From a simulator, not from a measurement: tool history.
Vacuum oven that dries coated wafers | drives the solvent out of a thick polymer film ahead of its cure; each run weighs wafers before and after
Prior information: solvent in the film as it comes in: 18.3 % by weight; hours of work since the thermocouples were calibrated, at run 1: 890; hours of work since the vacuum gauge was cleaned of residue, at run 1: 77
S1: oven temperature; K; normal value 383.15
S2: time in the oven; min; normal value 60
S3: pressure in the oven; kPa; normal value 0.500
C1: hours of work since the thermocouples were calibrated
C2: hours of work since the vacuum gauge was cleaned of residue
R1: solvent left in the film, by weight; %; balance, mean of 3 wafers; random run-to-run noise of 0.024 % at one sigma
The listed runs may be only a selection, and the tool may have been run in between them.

{"run": 1, "hour": 0.0, "S1": 383.15, "S2": 60, "S3": 0.5, "C1": 890, "C2": 77, "R1": 1.0}
{"run": 2, "hour": 7.4, "S1": 383.15, "S2": 60, "S3": 0.5, "C1": 894, "C2": 81, "R1": 1.02}
{"run": 3, "hour": 20.5, "S1": 383.15, "S2": 60, "S3": 0.5, "C1": 900, "C2": 87, "R1": 1.03}
{"run": 4, "hour": 28.8, "S1": 383.15, "S2": 60, "S3": 0.5, "C1": 903, "C2": 90, "R1": 0.92}
{"run": 5, "hour": 40.0, "S1": 383.15, "S2": 60, "S3": 0.5, "C1": 909, "C2": 95, "R1": 1.04}
{"run": 6, "hour": 54.0, "S1": 383.15, "S2": 60, "S3": 0.5, "C1": 915, "C2": 102, "R1": 1.02}
{"run": 7, "hour": 60.0, "S1": 383.15, "S2": 60, "S3": 0.5, "C1": 918, "C2": 105, "R1": 1.05}
{"run": 8, "hour": 66.7, "S1": 383.15, "S2": 60, "S3": 0.436, "C1": 921, "C2": 108, "R1": 1.03}
{"run": 9, "hour": 79.9, "S1": 383.15, "S2": 60, "S3": 0.436, "C1": 927, "C2": 114, "R1": 1.03}
{"run": 10, "hour": 89.6, "S1": 383.15, "S2": 60, "S3": 0.436, "C1": 931, "C2": 118, "R1": 0.98}
{"run": 11, "hour": 101.7, "S1": 383.15, "S2": 60, "S3": 0.436, "C1": 937, "C2": 124, "R1": 0.97}
{"run": 12, "hour": 109.7, "S1": 383.15, "S2": 60, "S3": 0.5, "C1": 940, "C2": 127, "R1": 1.01}
{"run": 13, "hour": 122.3, "S1": 383.15, "S2": 60, "S3": 0.5, "C1": 946, "C2": 133, "R1": 1.0}
{"run": 14, "hour": 134.6, "S1": 383.15, "S2": 60, "S3": 0.5, "C1": 952, "C2": 139, "R1": 1.0}
{"run": 15, "hour": 144.3, "S1": 388.15, "S2": 60, "S3": 0.5, "C1": 956, "C2": 143, "R1": 0.5}
{"run": 16, "hour": 152.1, "S1": 388.15, "S2": 60, "S3": 0.5, "C1": 960, "C2": 147, "R1": 0.51}
{"run": 17, "hour": 163.2, "S1": 371.15, "S2": 60, "S3": 0.5, "C1": 965, "C2": 152, "R1": 3.64}
{"run": 18, "hour": 170.1, "S1": 371.15, "S2": 60, "S3": 0.5, "C1": 968, "C2": 155, "R1": 3.67}
{"run": 19, "hour": 183.0, "S1": 371.15, "S2": 60, "S3": 0.5, "C1": 974, "C2": 161, "R1": 3.67}
{"run": 20, "hour": 196.2, "S1": 371.15, "S2": 60, "S3": 0.968, "C1": 980, "C2": 167, "R1": 3.88}
{"run": 21, "hour": 202.2, "S1": 371.15, "S2": 60, "S3": 0.968, "C1": 983, "C2": 170, "R1": 3.84}
{"run": 22, "hour": 210.4, "S1": 371.15, "S2": 60, "S3": 0.968, "C1": 987, "C2": 174, "R1": 3.83}
{"run": 23, "hour": 217.4, "S1": 371.15, "S2": 60, "S3": 0.968, "C1": 990, "C2": 177, "R1": 3.85}
{"run": 24, "hour": 228.6, "S1": 371.15, "S2": 60, "S3": 0.968, "C1": 995, "C2": 182, "R1": 3.9}
{"run": 25, "hour": 240.1, "S1": 371.15, "S2": 93, "S3": 1.448, "C1": 1000, "C2": 187, "R1": 2.24}
{"run": 26, "hour": 252.7, "S1": 392.15, "S2": 35, "S3": 0.307, "C1": 1006, "C2": 193, "R1": 1.18}
{"run": 27, "hour": 263.3, "S1": 392.15, "S2": 35, "S3": 0.305, "C1": 1011, "C2": 198, "R1": 1.14}
{"run": 28, "hour": 274.2, "S1": 392.15, "S2": 35, "S3": 0.305, "C1": 1016, "C2": 203, "R1": 1.12}
{"run": 29, "hour": 286.6, "S1": 387.15, "S2": 33, "S3": 0.605, "C1": 1022, "C2": 209, "R1": 2.35}
{"run": 30, "hour": 297.9, "S1": 382.15, "S2": 60, "S3": 0.5, "C1": 1027, "C2": 214, "R1": 1.21}
{"run": 31, "hour": 306.2, "S1": 383.15, "S2": 60, "S3": 1.47, "C1": 1031, "C2": 218, "R1": 1.33}
{"run": 32, "hour": 314.5, "S1": 393.15, "S2": 43, "S3": 0.5, "C1": 1034, "C2": 221, "R1": 0.66}
{"run": 33, "hour": 320.5, "S1": 389.15, "S2": 42, "S3": 0.5, "C1": 1037, "C2": 224, "R1": 1.14}
{"run": 34, "hour": 330.4, "S1": 374.15, "S2": 60, "S3": 1.788, "C1": 1042, "C2": 229, "R1": 3.4}
{"run": 35, "hour": 341.3, "S1": 374.15, "S2": 60, "S3": 1.788, "C1": 1047, "C2": 234, "R1": 3.41}
{"run": 36, "hour": 350.1, "S1": 391.15, "S2": 60, "S3": 0.968, "C1": 1051, "C2": 238, "R1": 0.44}
{"run": 37, "hour": 361.0, "S1": 372.15, "S2": 35, "S3": 0.291, "C1": 1056, "C2": 243, "R1": 6.21}
{"run": 38, "hour": 374.0, "S1": 384.15, "S2": 67, "S3": 0.5, "C1": 1062, "C2": 249, "R1": 0.74}
{"run": 39, "hour": 380.1, "S1": 384.15, "S2": 47, "S3": 0.473, "C1": 1064, "C2": 251, "R1": 1.64}
{"run": 40, "hour": 393.0, "S1": 383.15, "S2": 88, "S3": 0.541, "C1": 1070, "C2": 257, "R1": 0.42}
{"run": 41, "hour": 403.9, "S1": 383.15, "S2": 60, "S3": 1.954, "C1": 1075, "C2": 262, "R1": 1.56}
{"run": 42, "hour": 416.7, "S1": 383.15, "S2": 60, "S3": 1.954, "C1": 1081, "C2": 268, "R1": 1.55}
{"run": 43, "hour": 422.5, "S1": 393.15, "S2": 74, "S3": 1.656, "C1": 1084, "C2": 271, "R1": 0.48}
{"run": 44, "hour": 435.6, "S1": 393.15, "S2": 74, "S3": 1.656, "C1": 1090, "C2": 277, "R1": 0.48}

3 ways to go on from here, each from the tool as it stands after run 44. What would each give?
{"run": "A", "hour": 448.5, "S1": 374.15, "S2": 73, "S3": 1.706, "C1": 1096, "C2": 283, "R1": "?"}
{"run": "B", "hour": 448.5, "S1": 381.15, "S2": 40, "S3": 0.698, "C1": 1096, "C2": 283, "R1": "?"}
{"run": "C", "hour": 448.5, "S1": 374.15, "S2": 83, "S3": 1.212, "C1": 1096, "C2": 283, "R1": "?"}

run=A R1=2.65
run=B R1=3.04
run=C R1=2.05
With the hidden condition removed and each run's random variation left untouched, the same runs would have given:
run=A R1=2.33
run=B R1=2.70
run=C R1=1.77
